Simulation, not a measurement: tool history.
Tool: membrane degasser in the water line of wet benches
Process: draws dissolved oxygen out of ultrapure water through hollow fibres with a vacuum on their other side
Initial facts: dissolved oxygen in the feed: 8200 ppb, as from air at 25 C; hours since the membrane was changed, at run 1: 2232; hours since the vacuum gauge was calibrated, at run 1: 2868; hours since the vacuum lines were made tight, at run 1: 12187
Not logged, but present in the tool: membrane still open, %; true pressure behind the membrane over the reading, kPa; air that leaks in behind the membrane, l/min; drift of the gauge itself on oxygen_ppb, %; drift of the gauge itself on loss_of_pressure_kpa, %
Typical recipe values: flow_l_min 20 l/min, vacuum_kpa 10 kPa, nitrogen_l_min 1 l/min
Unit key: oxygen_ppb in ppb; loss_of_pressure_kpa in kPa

| run | hour | flow_l_min | vacuum_kpa | nitrogen_l_min | hours since the membrane was changed | hours since the vacuum gauge was calibrated | hours since the vacuum lines were made tight | oxygen_ppb | loss_of_pressure_kpa |
|---|---|---|---|---|---|---|---|---|---|
| 1 | 0 | 20 | 10 | 1 | 2232 | 2868 | 12187 | 359.1 | 36.47 |
| 2 | 34.8 | 20 | 10 | 1 | 2267 | 2903 | 12222 | 360.2 | 36.43 |
| 3 | 87.2 | 17 | 10 | 1 | 2319 | 2956 | 12274 | 305.2 | 31.02 |
| 4 | 116.7 | 17 | 10 | 1 | 2349 | 2985 | 12304 | 302.4 | 30.86 |
| 5 | 150.8 | 20 | 10 | 0.56 | 2383 | 3019 | 12338 | 537 | 36.21 |
| 6 | 207.4 | 20 | 10 | 0.56 | 2440 | 3076 | 12394 | 535.2 | 35.98 |
| 7 | 265.4 | 12 | 10 | 1 | 2498 | 3134 | 12452 | 208.7 | 21.86 |
| 8 | 319 | 12 | 10 | 1 | 2551 | 3187 | 12506 | 214.3 | 21.65 |
| 9 | 358.4 | 12 | 10 | 1 | 2591 | 3227 | 12545 | 208.6 | 21.63 |
| 10 | 402.1 | 20 | 10 | 1 | 2634 | 3271 | 12589 | 364.3 | 36.1 |
|  | 421.8 | seals of the vacuum lines changed |
| 11 | 432.1 | 20 | 10 | 1 | 2662 | 3299 | 10 | 363.5 | 36.24 |
| 12 | 465.8 | 20 | 10 | 1 | 2696 | 3332 | 44 | 359.3 | 35.96 |
| 13 | 500.2 | 20 | 10 | 1 | 2730 | 3367 | 78 | 359.9 | 36.16 |
| 14 | 553 | 16 | 15.5 | 1 | 2783 | 3419 | 131 | 466.1 | 28.81 |
| 15 | 576.6 | 16 | 15.5 | 0.45 | 2807 | 3443 | 155 | 880.9 | 28.91 |
| 16 | 616.3 | 26 | 12.5 | 1.69 | 2847 | 3483 | 194 | 417.6 | 46.96 |
| 17 | 639.9 | 26 | 12.5 | 1.69 | 2870 | 3506 | 218 | 419.1 | 47.21 |
| 18 | 681 | 26 | 10.4 | 0.5 | 2911 | 3547 | 259 | 774.5 | 47.37 |
| 19 | 719.1 | 24 | 19 | 2.75 | 2949 | 3586 | 297 | 412.8 | 43.69 |
| 20 | 768.1 | 22 | 12.4 | 2.75 | 2998 | 3635 | 346 | 257.1 | 39.49 |
| 21 | 793.4 | 17 | 12.4 | 1.37 | 3024 | 3660 | 372 | 319 | 31 |
| 22 | 842.9 | 15 | 10 | 2.21 | 3073 | 3709 | 421 | 148.9 | 27.02 |
| 23 | 890.5 | 15 | 10 | 2.21 | 3121 | 3757 | 469 | 146 | 27.05 |
| 24 | 943.9 | 17 | 17.9 | 0.89 | 3174 | 3810 | 522 | 636.6 | 30.84 |

Predict each of these 4 candidate next runs independently; none follows another, all start after run 24:
| A | 974.3 | 29 | 20.4 | 0.89 | 3205 | 3841 | 552 | ? | ? |
| B | 974.3 | 13 | 22.9 | 1.42 | 3205 | 3841 | 552 | ? | ? |
| C | 974.3 | 20 | 10 | 0.88 | 3205 | 3841 | 552 | ? | ? |
| D | 974.3 | 14 | 17.9 | 1.85 | 3205 | 3841 | 552 | ? | ? |

| run | oxygen_ppb | loss_of_pressure_kpa |
|---|---|---|
| A | 1144.9 | 52.79 |
| B | 442.2 | 23.68 |
| C | 394.6 | 36.42 |
| D | 288.9 | 25.44 |
Take away the tool's hidden state, keep each run's random variation, and the runs would have read:
| run | oxygen_ppb | loss_of_pressure_kpa |
|---|---|---|
| A | 1144.6 | 52.77 |
| B | 442 | 23.67 |
| C | 394.4 | 36.41 |
| D | 288.8 | 25.43 |
